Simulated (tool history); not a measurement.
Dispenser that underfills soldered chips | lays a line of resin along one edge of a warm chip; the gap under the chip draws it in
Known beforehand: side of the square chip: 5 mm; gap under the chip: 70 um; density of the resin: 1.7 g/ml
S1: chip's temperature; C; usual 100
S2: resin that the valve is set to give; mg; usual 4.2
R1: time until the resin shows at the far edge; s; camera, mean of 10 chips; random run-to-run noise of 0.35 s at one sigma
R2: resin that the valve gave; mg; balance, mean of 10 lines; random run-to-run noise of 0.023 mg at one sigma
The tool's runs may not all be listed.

| run | hour | S1 | S2 | R1 | R2 |
|---|---|---|---|---|---|
| 1 | 0 | 100 | 4.2 | 22.8 | 4.13 |
| 2 | 3.7 | 100 | 4.2 | 29.5 | 4.09 |
|  | 5 | new syringe of resin |
| 3 | 7.9 | 95 | 4.2 | 26.8 | 4.1 |
| 4 | 10.8 | 95 | 4.2 | 31.9 | 4.09 |
|  | 12.5 | new syringe of resin |
| 5 | 14.9 | 100 | 4.86 | 21.6 | 4.76 |
| 6 | 17.8 | 100 | 4.86 | 26.4 | 4.7 |
|  | 20.1 | new syringe of resin |
| 7 | 22 | 108 | 4.2 | 18.2 | 4.06 |
| 8 | 27.1 | 108 | 4.2 | 25 | 4.02 |
|  | 28 | new syringe of resin |
| 9 | 31 | 108 | 4.2 | 17.6 | 4.07 |
|  | 35.4 | new syringe of resin |
| 10 | 36.8 | 100 | 4.02 | 21.5 | 3.84 |
|  | 42.8 | new syringe of resin |
| 11 | 42.8 | 90 | 4.02 | 26.8 | 3.86 |
| 12 | 45.5 | 100 | 4.2 | 23 | 4.02 |
| 13 | 48.5 | 100 | 4.2 | 29.5 | 3.97 |
|  | 50.5 | new syringe of resin |
| 14 | 54.2 | 100 | 3.72 | 26 | 3.56 |
|  | 58.1 | new syringe of resin |
| 15 | 58.4 | 100 | 3.76 | 20.3 | 3.53 |
| 16 | 64.3 | 105 | 4.2 | 25.7 | 3.92 |
|  | 65.9 | new syringe of resin |
| 17 | 68.4 | 105 | 4.2 | 20.3 | 3.95 |
| 18 | 72.1 | 100 | 4.2 | 28.9 | 3.94 |
|  | 73.4 | new syringe of resin |
| 19 | 77.7 | 100 | 4.2 | 25.6 | 3.94 |
|  | 81 | new syringe of resin |
| 20 | 81.3 | 92 | 4.2 | 25 | 3.97 |
| 21 | 84.7 | 110 | 4.33 | 17.8 | 4 |
|  | 88.5 | new syringe of resin |
| 22 | 90.7 | 88 | 4.36 | 32.2 | 4.04 |
|  | 96 | new syringe of resin |
| 23 | 96.9 | 102 | 5.4 | 18.7 | 4.99 |
|  | 103 | dispensing valve cleaned and set on the balance |
|  | 104.5 | new syringe of resin |
| 24 | 104.6 | 102 | 3.91 | 18.5 | 3.86 |
| 25 | 109.4 | 102 | 3.91 | 26.1 | 3.87 |
|  | 112.2 | new syringe of resin |
| 26 | 114.3 | 102 | 3.91 | 20.7 | 3.92 |
|  | 119.6 | new syringe of resin |
| 27 | 120.1 | 102 | 3.91 | 18.7 | 3.85 |
| 28 | 124.6 | 98 | 5.2 | 28.4 | 5.13 |
|  | 127.3 | new syringe of resin |
| 29 | 130.2 | 103 | 4.66 | 21 | 4.59 |
|  | 135.1 | new syringe of resin |
| 30 | 136.1 | 103 | 4.66 | 18.6 | 4.55 |
| 31 | 138.8 | 92 | 5.08 | 29.9 | 4.95 |
| 32 | 141.4 | 106 | 4.01 | 24.8 | 3.94 |
|  | 142.6 | new syringe of resin |
| 33 | 145.5 | 86 | 4.73 | 36 | 4.6 |
|  | 150.1 | new syringe of resin |
| 34 | 151.2 | 101 | 4.84 | 19.8 | 4.72 |
| 35 | 155.4 | 102 | 4.79 | 25.4 | 4.65 |
|  | 157.6 | new syringe of resin |
| 36 | 161.4 | 107 | 5.47 | 19.5 | 5.31 |

What if the next run were any one of these 4? Each begins from the tool's condition after run 36:
| A | 164.2 | 88 | 5.47 | ? | ? |
| B | 164.2 | 91 | 4.36 | ? | ? |
| C | 164.2 | 89 | 4.42 | ? | ? |
| D | 164.2 | 111 | 4.87 | ? | ? |

| run | R1 | R2 |
|---|---|---|
| A | 43 | 5.29 |
| B | 40.8 | 4.24 |
| C | 43.7 | 4.24 |
| D | 21 | 4.71 |
Take away the tool's hidden state, keep each run's random variation, and the runs would have read:
| run | R1 | R2 |
|---|---|---|
| A | 25.8 | 5.48 |
| B | 24.1 | 4.39 |
| C | 26 | 4.4 |
| D | 12.4 | 4.89 |
